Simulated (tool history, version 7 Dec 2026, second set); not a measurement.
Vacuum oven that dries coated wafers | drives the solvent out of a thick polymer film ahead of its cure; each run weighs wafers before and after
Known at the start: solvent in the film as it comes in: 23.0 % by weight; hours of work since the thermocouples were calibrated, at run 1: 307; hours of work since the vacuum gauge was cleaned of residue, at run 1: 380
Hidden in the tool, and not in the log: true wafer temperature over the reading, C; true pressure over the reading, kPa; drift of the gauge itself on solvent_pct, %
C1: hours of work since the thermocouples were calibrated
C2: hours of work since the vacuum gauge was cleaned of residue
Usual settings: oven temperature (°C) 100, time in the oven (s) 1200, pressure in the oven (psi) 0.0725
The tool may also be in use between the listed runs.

run 1 hour=0.0 | oven_temperature_(°C)=100 time_in_the_oven_(s)=1200 pressure_in_the_oven_(psi)=0.0725 | C1=307 C2=380 | solvent_left_in_the_film_(%)=2.28
run 2 hour=56.0 | oven_temperature_(°C)=100 time_in_the_oven_(s)=1200 pressure_in_the_oven_(psi)=0.0725 | C1=347 C2=420 | solvent_left_in_the_film_(%)=2.06
run 3 hour=126.3 | oven_temperature_(°C)=100 time_in_the_oven_(s)=1200 pressure_in_the_oven_(psi)=0.0725 | C1=397 C2=470 | solvent_left_in_the_film_(%)=2.19
run 4 hour=176.9 | oven_temperature_(°C)=100 time_in_the_oven_(s)=1200 pressure_in_the_oven_(psi)=0.0725 | C1=433 C2=506 | solvent_left_in_the_film_(%)=2.28
run 5 hour=229.2 | oven_temperature_(°C)=100 time_in_the_oven_(s)=1200 pressure_in_the_oven_(psi)=0.0725 | C1=471 C2=544 | solvent_left_in_the_film_(%)=2.14
run 6 hour=281.5 | oven_temperature_(°C)=100 time_in_the_oven_(s)=1680 pressure_in_the_oven_(psi)=0.0725 | C1=508 C2=581 | solvent_left_in_the_film_(%)=1.20
run 7 hour=352.0 | oven_temperature_(°C)=100 time_in_the_oven_(s)=1200 pressure_in_the_oven_(psi)=0.0725 | C1=558 C2=632 | solvent_left_in_the_film_(%)=2.22
run 8 hour=430.6 | oven_temperature_(°C)=100 time_in_the_oven_(s)=1380 pressure_in_the_oven_(psi)=0.0725 | C1=615 C2=688 | solvent_left_in_the_film_(%)=1.76
run 9 hour=488.9 | oven_temperature_(°C)=100 time_in_the_oven_(s)=900 pressure_in_the_oven_(psi)=0.0725 | C1=656 C2=729 | solvent_left_in_the_film_(%)=3.67
run 10 hour=529.7 | oven_temperature_(°C)=100 time_in_the_oven_(s)=900 pressure_in_the_oven_(psi)=0.0725 | C1=685 C2=758 | solvent_left_in_the_film_(%)=3.60
run 11 hour=605.0 | oven_temperature_(°C)=110 time_in_the_oven_(s)=780 pressure_in_the_oven_(psi)=0.1027 | C1=739 C2=812 | solvent_left_in_the_film_(%)=1.81
run 12 hour=645.0 | oven_temperature_(°C)=110 time_in_the_oven_(s)=780 pressure_in_the_oven_(psi)=0.1027 | C1=768 C2=841 | solvent_left_in_the_film_(%)=1.82
run 13 hour=715.2 | oven_temperature_(°C)=114 time_in_the_oven_(s)=780 pressure_in_the_oven_(psi)=0.1027 | C1=818 C2=891 | solvent_left_in_the_film_(%)=1.24
run 14 hour=753.6 | oven_temperature_(°C)=114 time_in_the_oven_(s)=780 pressure_in_the_oven_(psi)=0.1027 | C1=845 C2=918 | solvent_left_in_the_film_(%)=1.23

3 ways to go on from here, each from the tool as it stands after run 14. What would each give?
run A hour=826.5 | oven_temperature_(°C)=114 time_in_the_oven_(s)=780 pressure_in_the_oven_(psi)=0.1622 | C1=897 C2=970 | solvent_left_in_the_film_(%)=?
run B hour=826.5 | oven_temperature_(°C)=114 time_in_the_oven_(s)=1140 pressure_in_the_oven_(psi)=0.1250 | C1=897 C2=970 | solvent_left_in_the_film_(%)=?
run C hour=826.5 | oven_temperature_(°C)=92 time_in_the_oven_(s)=780 pressure_in_the_oven_(psi)=0.0476 | C1=897 C2=970 | solvent_left_in_the_film_(%)=?

run=A solvent_left_in_the_film_(%)=1.45
run=B solvent_left_in_the_film_(%)=0.76
run=C solvent_left_in_the_film_(%)=7.19
Without the tool's hidden state the same runs would have given:
run=A solvent_left_in_the_film_(%)=1.44
run=B solvent_left_in_the_film_(%)=0.75
run=C solvent_left_in_the_film_(%)=7.16
